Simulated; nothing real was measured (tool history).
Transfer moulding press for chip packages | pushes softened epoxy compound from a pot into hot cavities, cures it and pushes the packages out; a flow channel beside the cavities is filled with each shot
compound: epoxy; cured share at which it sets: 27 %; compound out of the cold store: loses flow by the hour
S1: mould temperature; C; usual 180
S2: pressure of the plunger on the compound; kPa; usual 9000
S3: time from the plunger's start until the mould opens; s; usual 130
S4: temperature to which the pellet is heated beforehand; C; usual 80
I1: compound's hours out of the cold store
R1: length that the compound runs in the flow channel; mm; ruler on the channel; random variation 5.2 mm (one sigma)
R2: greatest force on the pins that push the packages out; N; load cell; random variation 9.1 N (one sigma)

run     day   S1    S2   S3  S4    I1   R1    R2
  1   0.000  180  9000  130  80  41.5  474   425
  2   0.517  180  9000  148  80  18.5  497   438
  3   1.083  180  9000  135  80  43.8  466   558
  4   1.554  180  9000  130  80  47.3  472   637
  5   1.875  180  9000  130  80  25.1  487   705
  6   2.238  180  9000  130  80  26.9  495   720
  7   2.558  180  9000  130  80  28.2  490   749
  8   3.050  180  9000  130  80  21.0  487   823
      3.167  -- cavities cleaned with cleaning compound and waxed
  9   3.542  180  9000  130  80  37.6  482   493
 10   4.167  180  9000  149  80  26.5  483   481
 11   4.612  180  9000  149  80  38.3  470   532
      5.033  -- mould's thermocouples calibrated
 12   5.421  180  9000  130  80  15.4  501   712
 13   5.812  180  9000  130  80  26.4  484   745
 14   6.200  180  9000  130  80  40.3  469   727
      6.392  -- cavities cleaned with cleaning compound and waxed
 15   6.596  180  8940  130  80  12.5  501   451
 16   7.350  185  8880  113  71  25.3  464   537
 17   8.071  180  6870  128  83  35.9  413   666
 18   8.538  180  6870  128  83  20.1  424   712
 19   8.975  180  7490  128  87  17.1  448   735
 20   9.388  180  7490  128  87  37.1  420   741
      9.600  -- cavities cleaned with cleaning compound and waxed
 21  10.250  177  8580  139  89  21.6  467   543
 22  10.588  177  8580  139  89   9.4  496   622
 23  11.338  177  8580  139  89  25.8  472   719
 24  11.704  177  7790  141  89  27.3  445   695
 25  12.246  177  9000  114  80  27.1  485  1224
 26  12.604  178  8590  114  80  42.7  443  1156
     12.738  -- cavities cleaned with cleaning compound and waxed
 27  13.358  178  8590  114  80  29.9  455   777
 28  14.075  178  9000  162  76  38.6  453   481
 29  14.600  185  9000  158  80   9.9  485   518

Forecast each of these 4 alternatives for the next run:
  A  15.096  179  6980  130  80  14.7   ?   ?
  B  15.096  181  8090  112  80  22.8   ?   ?
  C  15.096  173  9000  130  80  10.5   ?   ?
  D  15.096  185  9000  158  88   9.8   ?   ?

run   R1    R2
  A  424   788
  B  449   923
  C  496  1265
  D  474   534
Without the tool's hidden state the same runs would have given:
run   R1   R2
  A  458  439
  B  485  515
  C  537  702
  D  512  301
